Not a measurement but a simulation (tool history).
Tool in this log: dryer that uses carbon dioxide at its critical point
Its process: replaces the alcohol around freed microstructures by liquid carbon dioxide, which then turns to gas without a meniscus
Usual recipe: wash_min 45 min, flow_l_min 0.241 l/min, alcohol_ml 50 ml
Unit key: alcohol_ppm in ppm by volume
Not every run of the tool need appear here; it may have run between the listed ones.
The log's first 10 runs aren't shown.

run,hour,wash_min,flow_l_min,alcohol_ml,hours of work since the filter was changed,hours of work since the purifier's bed was changed,alcohol_ppm
11,155.9,40,0.241,50,25,149,312
12,174.4,40,0.241,50,31,154,335
13,194.2,40,0.241,50,37,160,334
14,207.3,40,0.169,50,41,164,1126
15,217.7,40,0.169,50,44,168,1173
16,235.8,45,0.241,50,50,173,211
17,244.4,45,0.241,82,52,176,336
18,263.5,51,0.241,28,58,182,87

For run 19, what comes out?
19,282.7,45,0.217,64,64,188,?

alcohol_ppm: 444 ppm by volume
The same run, on a tool lacking any hidden state, would have yielded alcohol_ppm 296 ppm by volume.
